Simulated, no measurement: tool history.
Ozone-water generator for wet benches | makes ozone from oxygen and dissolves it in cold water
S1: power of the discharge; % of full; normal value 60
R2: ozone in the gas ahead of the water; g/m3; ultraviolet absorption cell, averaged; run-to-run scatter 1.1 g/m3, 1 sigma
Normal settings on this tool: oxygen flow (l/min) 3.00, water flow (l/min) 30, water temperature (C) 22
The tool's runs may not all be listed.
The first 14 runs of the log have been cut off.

run 15 hour=629.5 | S1=60 oxygen_flow_(l/min)=3.00 water_flow_(l/min)=18 water_temperature_(C)=22 | dissolved_ozone_(ppm)=15.1 R2=186.6
run 16 hour=669.1 | S1=60 oxygen_flow_(l/min)=3.00 water_flow_(l/min)=18 water_temperature_(C)=22 | dissolved_ozone_(ppm)=15.0 R2=186.7
run 17 hour=719.0 | S1=60 oxygen_flow_(l/min)=3.00 water_flow_(l/min)=18 water_temperature_(C)=22 | dissolved_ozone_(ppm)=15.0 R2=184.7
run 18 hour=753.1 | S1=60 oxygen_flow_(l/min)=3.00 water_flow_(l/min)=18 water_temperature_(C)=22 | dissolved_ozone_(ppm)=15.1 R2=186.1
run 19 hour=786.8 | S1=87 oxygen_flow_(l/min)=3.63 water_flow_(l/min)=30 water_temperature_(C)=16 | dissolved_ozone_(ppm)=15.0 R2=236.4
run 20 hour=824.3 | S1=60 oxygen_flow_(l/min)=3.00 water_flow_(l/min)=40 water_temperature_(C)=22 | dissolved_ozone_(ppm)=7.3 R2=186.4
run 21 hour=849.2 | S1=60 oxygen_flow_(l/min)=3.76 water_flow_(l/min)=45 water_temperature_(C)=22 | dissolved_ozone_(ppm)=7.0 R2=166.8
run 22 hour=892.4 | S1=92 oxygen_flow_(l/min)=3.00 water_flow_(l/min)=27 water_temperature_(C)=22 | dissolved_ozone_(ppm)=15.7 R2=276.1
run 23 hour=941.4 | S1=75 oxygen_flow_(l/min)=5.28 water_flow_(l/min)=42 water_temperature_(C)=22 | dissolved_ozone_(ppm)=10.2 R2=170.7
run 24 hour=997.9 | S1=75 oxygen_flow_(l/min)=5.28 water_flow_(l/min)=42 water_temperature_(C)=22 | dissolved_ozone_(ppm)=10.0 R2=172.3
run 25 hour=1032.3 | S1=75 oxygen_flow_(l/min)=5.28 water_flow_(l/min)=42 water_temperature_(C)=22 | dissolved_ozone_(ppm)=9.9 R2=172.9
run 26 hour=1058.2 | S1=59 oxygen_flow_(l/min)=4.60 water_flow_(l/min)=29 water_temperature_(C)=17 | dissolved_ozone_(ppm)=11.6 R2=148.7
run 27 hour=1119.3 | S1=72 oxygen_flow_(l/min)=1.95 water_flow_(l/min)=30 water_temperature_(C)=22 | dissolved_ozone_(ppm)=10.0 R2=270.8
run 28 hour=1156.7 | S1=72 oxygen_flow_(l/min)=1.95 water_flow_(l/min)=30 water_temperature_(C)=22 | dissolved_ozone_(ppm)=10.0 R2=273.9
run 29 hour=1209.4 | S1=72 oxygen_flow_(l/min)=3.57 water_flow_(l/min)=21 water_temperature_(C)=14 | dissolved_ozone_(ppm)=17.4 R2=202.1
run 30 hour=1248.0 | S1=72 oxygen_flow_(l/min)=3.57 water_flow_(l/min)=21 water_temperature_(C)=14 | dissolved_ozone_(ppm)=17.3 R2=200.1
run 31 hour=1307.1 | S1=40 oxygen_flow_(l/min)=3.07 water_flow_(l/min)=24 water_temperature_(C)=20 | dissolved_ozone_(ppm)=8.5 R2=127.2
run 32 hour=1348.6 | S1=41 oxygen_flow_(l/min)=3.07 water_flow_(l/min)=24 water_temperature_(C)=20 | dissolved_ozone_(ppm)=8.5 R2=131.2
run 33 hour=1392.9 | S1=41 oxygen_flow_(l/min)=3.52 water_flow_(l/min)=27 water_temperature_(C)=21 | dissolved_ozone_(ppm)=7.9 R2=122.4
run 34 hour=1426.6 | S1=41 oxygen_flow_(l/min)=3.52 water_flow_(l/min)=27 water_temperature_(C)=21 | dissolved_ozone_(ppm)=7.9 R2=123.0

Branching from run 34: 3 alternative next runs. What would each branch give?
run A hour=1473.9 | S1=75 oxygen_flow_(l/min)=3.00 water_flow_(l/min)=45 water_temperature_(C)=27 | dissolved_ozone_(ppm)=? R2=?
run B hour=1473.9 | S1=56 oxygen_flow_(l/min)=3.00 water_flow_(l/min)=30 water_temperature_(C)=22 | dissolved_ozone_(ppm)=? R2=?
run C hour=1473.9 | S1=47 oxygen_flow_(l/min)=3.52 water_flow_(l/min)=48 water_temperature_(C)=23 | dissolved_ozone_(ppm)=? R2=?

run=A dissolved_ozone_(ppm)=7.7 R2=228.3
run=B dissolved_ozone_(ppm)=9.0 R2=174.8
run=C dissolved_ozone_(ppm)=5.2 R2=138.2
Had the tool no hidden state, the same runs would have come out as:
run=A dissolved_ozone_(ppm)=7.8 R2=228.6
run=B dissolved_ozone_(ppm)=9.0 R2=175.0
run=C dissolved_ozone_(ppm)=5.2 R2=138.3

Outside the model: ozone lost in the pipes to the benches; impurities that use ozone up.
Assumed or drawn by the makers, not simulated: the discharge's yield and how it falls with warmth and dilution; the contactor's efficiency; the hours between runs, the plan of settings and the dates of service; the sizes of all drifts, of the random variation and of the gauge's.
